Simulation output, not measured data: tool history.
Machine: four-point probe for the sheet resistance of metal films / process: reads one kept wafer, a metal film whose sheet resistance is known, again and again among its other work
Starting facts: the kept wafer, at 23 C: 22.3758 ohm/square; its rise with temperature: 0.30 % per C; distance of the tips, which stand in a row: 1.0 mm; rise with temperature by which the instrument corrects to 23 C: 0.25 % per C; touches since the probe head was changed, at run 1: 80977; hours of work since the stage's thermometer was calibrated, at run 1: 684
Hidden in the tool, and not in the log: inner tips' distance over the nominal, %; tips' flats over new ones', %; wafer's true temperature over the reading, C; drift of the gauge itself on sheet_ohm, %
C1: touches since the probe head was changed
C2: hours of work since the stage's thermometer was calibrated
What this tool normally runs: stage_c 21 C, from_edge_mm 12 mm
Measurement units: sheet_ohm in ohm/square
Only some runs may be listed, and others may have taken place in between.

run 1 hour=0.0 | stage_c=21 from_edge_mm=12 | C1=80977 C2=684 | sheet_ohm=22.510160
run 2 hour=39.4 | stage_c=21 from_edge_mm=3 | C1=82036 C2=702 | sheet_ohm=23.684693
run 3 hour=86.2 | stage_c=21 from_edge_mm=3 | C1=83295 C2=723 | sheet_ohm=23.684365
run 4 hour=131.9 | stage_c=21 from_edge_mm=3 | C1=84524 C2=743 | sheet_ohm=23.679939
run 5 hour=178.0 | stage_c=21 from_edge_mm=3 | C1=85765 C2=763 | sheet_ohm=23.680382
run 6 hour=216.3 | stage_c=21 from_edge_mm=3 | C1=86795 C2=780 | sheet_ohm=23.680591
run 7 hour=236.6 | stage_c=21 from_edge_mm=9 | C1=87341 C2=789 | sheet_ohm=22.575617
run 8 hour=273.6 | stage_c=21 from_edge_mm=12 | C1=88338 C2=806 | sheet_ohm=22.504450
run 9 hour=297.3 | stage_c=21 from_edge_mm=12 | C1=88974 C2=816 | sheet_ohm=22.496148
run 10 hour=328.9 | stage_c=21 from_edge_mm=12 | C1=89823 C2=831 | sheet_ohm=22.502806
run 11 hour=370.8 | stage_c=21 from_edge_mm=12 | C1=90952 C2=849 | sheet_ohm=22.501929
run 12 hour=398.6 | stage_c=21 from_edge_mm=36 | C1=91698 C2=862 | sheet_ohm=22.435314
run 13 hour=433.0 | stage_c=21 from_edge_mm=36 | C1=92625 C2=877 | sheet_ohm=22.425866
run 14 hour=471.4 | stage_c=21 from_edge_mm=12 | C1=93657 C2=894 | sheet_ohm=22.496536
run 15 hour=497.7 | stage_c=21 from_edge_mm=12 | C1=94366 C2=906 | sheet_ohm=22.501020
run 16 hour=528.7 | stage_c=21 from_edge_mm=12 | C1=95200 C2=919 | sheet_ohm=22.506423
run 17 hour=553.6 | stage_c=21 from_edge_mm=12 | C1=95869 C2=931 | sheet_ohm=22.495696
run 18 hour=599.1 | stage_c=21 from_edge_mm=12 | C1=97093 C2=951 | sheet_ohm=22.511654

What will run 19 give?
run 19 hour=635.0 | stage_c=21 from_edge_mm=12 | C1=98059 C2=967 | sheet_ohm=?

sheet_ohm: 22.498530 ohm/square
Were there no unlogged condition in the tool, this run, its random variation unchanged, would have produced sheet_ohm 22.434912 ohm/square.

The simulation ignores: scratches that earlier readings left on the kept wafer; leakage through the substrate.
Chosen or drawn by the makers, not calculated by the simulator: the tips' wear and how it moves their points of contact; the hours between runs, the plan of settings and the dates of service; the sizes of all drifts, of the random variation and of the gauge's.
